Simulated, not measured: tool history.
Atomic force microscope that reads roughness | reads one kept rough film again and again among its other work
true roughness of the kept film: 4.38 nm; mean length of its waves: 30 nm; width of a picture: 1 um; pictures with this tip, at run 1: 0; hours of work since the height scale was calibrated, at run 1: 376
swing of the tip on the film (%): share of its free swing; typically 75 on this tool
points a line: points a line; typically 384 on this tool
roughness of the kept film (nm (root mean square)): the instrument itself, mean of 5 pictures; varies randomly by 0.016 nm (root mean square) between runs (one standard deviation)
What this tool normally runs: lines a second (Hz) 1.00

run    hour  lines a second (Hz)  swing of the tip on the film (%)  points a line  pictures with this tip  hours of work since the height scale was calibrated  roughness of the kept film (nm (root mean square))
  1     0.0                 1.00                                75            384                       0                                                  376                                               3.703
  2    24.9                 1.00                                75            384                      21                                                  387                                               3.640
  3    47.5                 1.00                                75            969                      40                                                  397                                               3.625
  4    74.6                 1.00                                75            969                      63                                                  409                                               3.547
  5   104.9                 1.00                                75            969                      89                                                  422                                               3.484
  6   137.3                 1.00                                75            969                     117                                                  436                                               3.422
  7   165.1                 1.00                                75            969                     141                                                  449                                               3.406
  8   190.9                 1.00                                75            384                     163                                                  460                                               3.304
  9   215.3                 1.00                                75            384                     184                                                  471                                               3.296
 10   243.7                 1.00                                75            384                     208                                                  483                                               3.197
 11   260.3                 1.00                                67            384                     222                                                  490                                               3.239
 12   291.6                 1.00                                75            384                     249                                                  504                                               3.137
 13   319.2                 1.00                                75            384                     272                                                  516                                               3.046
 14   343.0                 1.00                                75            384                     293                                                  527                                               3.009
 15   367.1                 1.00                                75            384                     313                                                  537                                               2.981
 16   393.5                 1.00                                75            384                     336                                                  549                                               2.935
 17   419.8                 1.00                                75            384                     359                                                  560                                               2.922
      449.7  -- new tip fitted
 18   450.2                 2.10                                75            384                       0                                                  574                                               3.518
 19   465.5                 1.00                                75            384                      13                                                  580                                               3.701
 20   495.1                 1.00                                81            384                      38                                                  593                                               3.552
 21   512.9                 1.00                                81            384                      54                                                  601                                               3.505
 22   537.9                 1.00                                81            384                      75                                                  612                                               3.458
 23   566.4                 1.00                                81            384                      99                                                  625                                               3.389
 24   591.9                 1.00                                81            384                     121                                                  636                                               3.341
 25   622.6                 1.00                                81            384                     147                                                  649                                               3.273
 26   644.5                 0.58                                65            384                     166                                                  659                                               3.428
 27   672.3                 1.00                                65            622                     190                                                  671                                               3.326
 28   694.2                 0.86                                75           1002                     209                                                  681                                               3.259
 29   721.7                 0.85                                75           1002                     232                                                  693                                               3.186
 30   754.3                 1.86                                83            283                     260                                                  707                                               2.808
 31   787.3                 2.18                                86            639                     288                                                  721                                               2.676
 32   806.6                 3.36                                77            432                     305                                                  730                                               2.622
 33   832.4                 3.36                                77            432                     327                                                  741                                               2.577
 34   861.4                 1.77                                69            495                     352                                                  754                                               2.901
 35   893.7                 1.77                                69            495                     379                                                  768                                               2.819
      899.8  -- new tip fitted
 36   920.8                 1.77                                69            495                      18                                                  780                                               3.633
 37   937.3                 1.77                                69            495                      32                                                  787                                               3.588
 38   960.6                 1.41                                89            384                      52                                                  797                                               3.284
 39   992.5                 1.41                                89            384                      79                                                  811                                               3.212
 40  1019.1                 1.41                                89            384                     102                                                  823                                               3.153
 41  1032.7                 0.80                                72            384                     114                                                  829                                               3.472
 42  1050.8                 1.37                                59            741                     129                                                  837                                               3.483
 43  1083.5                 1.37                                59            741                     157                                                  851                                               3.419
 44  1112.2                 1.37                                69            741                     181                                                  864                                               3.292
 45  1130.5                 1.25                                72            707                     197                                                  872                                               3.266
 46  1154.8                 2.44                                79            264                     218                                                  883                                               2.832
 47  1177.2                 3.76                                65            546                     237                                                  892                                               2.975
 48  1200.6                 3.76                                65            883                     257                                                  903                                               2.951
 49  1214.7                 0.66                                75            384                     269                                                  909                                               3.124

Across each entry between runs, compare the hidden state at the last listed run before it with the hidden state at the first listed run after it:
Runs 17 to 18: new tip fitted (hour 449.7)
  radius of the tip, nm: 21.3 -> 5.2; height scale over the true one, %: -0.77 -> -0.79
  measured less the result without the state, roughness of the kept film (nm (root mean square)): -0.863 -> -0.037
Runs 35 to 36: new tip fitted (hour 899.8)
  radius of the tip, nm: 22 -> 5.8; height scale over the true one, %: -1.03 -> -1.04
  measured less the result without the state, roughness of the kept film (nm (root mean square)): -0.880 -> -0.091
